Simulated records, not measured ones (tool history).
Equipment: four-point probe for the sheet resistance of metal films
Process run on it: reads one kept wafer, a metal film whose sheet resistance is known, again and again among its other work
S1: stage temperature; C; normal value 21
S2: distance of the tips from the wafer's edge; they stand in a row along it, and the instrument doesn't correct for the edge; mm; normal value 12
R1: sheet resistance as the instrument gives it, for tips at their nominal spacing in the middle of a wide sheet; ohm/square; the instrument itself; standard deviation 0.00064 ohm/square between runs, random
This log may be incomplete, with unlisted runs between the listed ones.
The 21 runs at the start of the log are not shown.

run,hour,S1,S2,R1
22,636.5,18,11,3.183117
23,675.2,18,11,3.183153
24,697.7,29,14,3.193571
25,717.0,29,14,3.191705
26,743.9,29,14,3.193197
27,768.3,30,14,3.192922
28,798.1,34,14,3.198573
29,822.9,34,14,3.197686
30,855.1,24,5,3.202234
31,890.4,23,44,3.185152
32,919.8,21,7,3.191743
33,940.9,33,16,3.196751

Estimate the outcome of run 34 from the log above:
34,985.6,33,16,?

R1: 3.197317 ohm/square
The same run, on a tool lacking any hidden state, would have yielded R1 3.197557 ohm/square.
